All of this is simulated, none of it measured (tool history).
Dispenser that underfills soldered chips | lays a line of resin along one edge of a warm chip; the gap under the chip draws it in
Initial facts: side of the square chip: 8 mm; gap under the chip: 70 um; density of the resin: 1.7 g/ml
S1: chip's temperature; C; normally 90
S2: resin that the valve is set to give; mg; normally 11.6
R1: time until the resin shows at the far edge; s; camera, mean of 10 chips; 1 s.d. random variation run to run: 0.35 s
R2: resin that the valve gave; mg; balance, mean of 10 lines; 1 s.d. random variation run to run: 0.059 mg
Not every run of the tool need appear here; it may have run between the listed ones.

run	hour	S1	S2	R1	R2
1	0	90	11.6	24.7	10.81
2	5.8	90	10.8	34.3	10.07
# hour 10: new syringe of resin
3	13.7	90	10.8	21.9	10.03
4	18.2	90	10.8	27	10.07
5	21.9	90	11.6	32.8	10.75
# hour 26.1: new syringe of resin
6	28.9	90	11.6	20.8	10.79
# hour 33: dispensing valve cleaned and set on the balance
7	33.2	90	11.6	24	11.61
8	39.8	90	11.6	33.9	11.57
# hour 43.6: new syringe of resin
9	45.8	90	11.6	20.6	11.66
10	52.2	76	11.6	46.9	11.6
11	56.7	76	11.6	58.7	11.53
# hour 59.5: new syringe of resin
12	61.6	103	10.9	13.5	10.9
13	67.6	103	10.9	18.1	10.89
14	72	103	10.9	21.8	10.76
# hour 75.6: new syringe of resin
15	79.1	82	12.3	28.5	12.04
16	83	82	12.3	34.9	12.1
17	88.4	95	13.3	28.3	12.97
# hour 91.9: new syringe of resin
18	96.4	100	13	15.1	12.73
19	99.8	78	14	41.1	13.71

Each row is a separate what-if for the run after 19, all from the same tool condition, not one after another. Results?
A	103.6	84	10.1	?	?
B	103.6	90	14.2	?	?
C	103.6	79	13.1	?	?
D	103.6	78	10.9	?	?

run	R1	R2
A	40.9	9.85
B	31.2	13.89
C	46.9	12.81
D	50.5	10.72
The same runs, with their run-to-run variation unchanged, on a tool lacking any hidden condition would have given:
run	R1	R2
A	24.2	10.08
B	18.3	14.22
C	27.6	13.11
D	29.6	10.97

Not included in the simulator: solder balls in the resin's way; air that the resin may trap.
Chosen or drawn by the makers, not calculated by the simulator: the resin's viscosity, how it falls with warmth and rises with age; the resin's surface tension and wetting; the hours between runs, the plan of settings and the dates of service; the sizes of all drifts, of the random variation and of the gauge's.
